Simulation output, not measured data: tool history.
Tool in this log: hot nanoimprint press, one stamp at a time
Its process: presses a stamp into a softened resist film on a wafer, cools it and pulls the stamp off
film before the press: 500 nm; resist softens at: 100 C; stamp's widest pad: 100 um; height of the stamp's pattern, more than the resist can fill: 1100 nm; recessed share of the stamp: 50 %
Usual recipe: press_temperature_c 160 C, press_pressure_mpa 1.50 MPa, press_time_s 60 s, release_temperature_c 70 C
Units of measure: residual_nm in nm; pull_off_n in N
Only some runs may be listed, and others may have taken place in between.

run	hour	press_temperature_c	press_pressure_mpa	press_time_s	release_temperature_c	residual_nm	pull_off_n
1	0.0	160	1.50	60	70	184.0	331
2	23.7	160	1.50	60	68	184.8	355
3	44.3	160	0.97	60	70	222.6	326
4	64.5	160	0.97	60	70	221.6	333
5	82.2	160	0.97	60	70	221.3	340
6	95.4	160	0.97	60	70	221.9	351
7	107.9	160	1.50	60	70	184.5	344
8	134.3	160	1.50	60	70	182.1	351
9	153.4	160	1.50	60	70	181.7	362
# hour 170.6: stamp cleaned and given a new release coat
10	171.6	160	1.50	60	70	181.4	206
11	196.8	160	1.50	60	70	183.4	210
12	211.9	160	1.50	60	70	182.5	208
13	223.3	160	1.50	60	70	181.0	205
14	238.2	160	1.50	60	70	180.1	204
15	252.5	160	1.50	75	70	166.2	214
16	276.4	160	1.50	73	71	166.4	219
17	288.4	160	1.50	43	71	209.1	212
18	314.4	160	1.50	65	71	174.4	216
19	337.2	153	2.09	59	77	214.5	186
20	356.1	153	2.09	40	77	251.9	193
21	382.9	159	1.80	40	77	205.4	205
22	394.0	169	1.93	37	77	132.7	194
23	407.6	169	1.93	37	77	134.0	199
24	430.3	167	1.27	35	69	181.5	245
25	445.4	169	0.93	107	69	118.7	245
26	460.8	169	0.93	71	69	141.2	253
27	475.0	148	1.53	33	62	361.0	303
28	496.6	151	1.50	60	64	268.6	287
29	508.3	151	1.50	60	64	270.0	284

What if the next run were any one of these 3? Each begins from the tool's condition after run 29:
A	522.7	151	1.50	86	64	?	?
B	522.7	164	1.50	61	64	?	?
C	522.7	160	2.01	42	64	?	?

run	residual_nm	pull_off_n
A	236.9	292
B	149.4	306
C	183.2	296
Had the tool no hidden state, the same runs would have come out as:
run	residual_nm	pull_off_n
A	255.0	234
B	159.7	245
C	196.0	238

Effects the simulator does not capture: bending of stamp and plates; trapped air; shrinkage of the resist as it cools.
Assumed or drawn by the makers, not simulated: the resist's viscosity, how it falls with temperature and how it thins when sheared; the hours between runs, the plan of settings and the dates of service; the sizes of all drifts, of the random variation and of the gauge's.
